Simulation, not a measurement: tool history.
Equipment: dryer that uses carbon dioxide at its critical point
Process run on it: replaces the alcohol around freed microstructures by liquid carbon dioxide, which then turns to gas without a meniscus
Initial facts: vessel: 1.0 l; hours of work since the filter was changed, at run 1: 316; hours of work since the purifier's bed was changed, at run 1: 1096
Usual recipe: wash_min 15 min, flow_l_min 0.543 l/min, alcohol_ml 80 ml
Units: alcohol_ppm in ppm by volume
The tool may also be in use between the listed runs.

run   hour  wash_min  flow_l_min  alcohol_ml  hours of work since the filter was changed  hours of work since the purifier's bed was changed  alcohol_ppm
  1    0.0        15       0.543          80                                         316                                                1096          790
  2   55.6        15       0.543          80                                         350                                                1130          849
  3   95.9        24       0.543          80                                         375                                                1154          272
     115.3  -- inlet filter changed
  4  148.4        24       0.543          80                                          20                                                1186          261
  5  198.1        17       0.543          80                                          51                                                1216          378
  6  230.7        15       0.543          80                                          71                                                1236          560
  7  260.7        15       0.543          80                                          89                                                1255          578
     296.2  -- purifier's bed changed
  8  319.5        13       0.543          80                                         123                                                  14          754
  9  347.0        12       0.543          26                                         140                                                  31          357
 10  391.5        11       0.803          80                                         167                                                  58          236
 11  421.1         9       0.598          80                                         185                                                  76         2405

Run 12 is up next; what results do you expect?
 12  464.9        17       0.612          80                                         212                                                 103            ?

alcohol_ppm: 123 ppm by volume
On a tool with no hidden condition, and with the same random variation, this run would have come out at alcohol_ppm 56 ppm by volume.
